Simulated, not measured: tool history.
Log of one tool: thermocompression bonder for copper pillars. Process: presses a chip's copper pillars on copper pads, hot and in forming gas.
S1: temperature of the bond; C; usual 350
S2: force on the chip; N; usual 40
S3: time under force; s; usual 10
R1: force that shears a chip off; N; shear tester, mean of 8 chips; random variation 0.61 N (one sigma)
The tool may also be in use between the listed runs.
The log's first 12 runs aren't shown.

-- hour=358.8 forming gas filter changed
run 13 hour=370.3 | S1=350 S2=40 S3=10 | R1=40.8
run 14 hour=412.5 | S1=350 S2=40 S3=10 | R1=39.1
run 15 hour=431.0 | S1=343 S2=40 S3=10 | R1=36.7
run 16 hour=462.9 | S1=343 S2=40 S3=10 | R1=36.4
run 17 hour=488.5 | S1=343 S2=40 S3=10 | R1=35.7
run 18 hour=510.1 | S1=343 S2=40 S3=10 | R1=35.9
run 19 hour=542.5 | S1=350 S2=31 S3=10 | R1=33.9
run 20 hour=570.2 | S1=350 S2=31 S3=10 | R1=35.7
run 21 hour=590.9 | S1=339 S2=40 S3=10 | R1=33.1
run 22 hour=613.9 | S1=335 S2=37 S3=7 | R1=25.7
run 23 hour=652.9 | S1=377 S2=47 S3=10 | R1=55.5
run 24 hour=682.6 | S1=350 S2=56 S3=28 | R1=62.1
run 25 hour=706.9 | S1=320 S2=45 S3=16 | R1=31.0
-- hour=715.8 forming gas filter changed
run 26 hour=729.6 | S1=320 S2=27 S3=12 | R1=23.5
run 27 hour=761.1 | S1=369 S2=59 S3=10 | R1=59.2
run 28 hour=802.4 | S1=369 S2=59 S3=26 | R1=74.6
run 29 hour=829.6 | S1=355 S2=25 S3=26 | R1=48.5

Run 30 comes next. What will it give?
run 30 hour=870.0 | S1=326 S2=34 S3=12 | R1=?

{"run 30": {"R1": 26.8}}
Without the tool's hidden state the same run would have given R1 32.3 N.
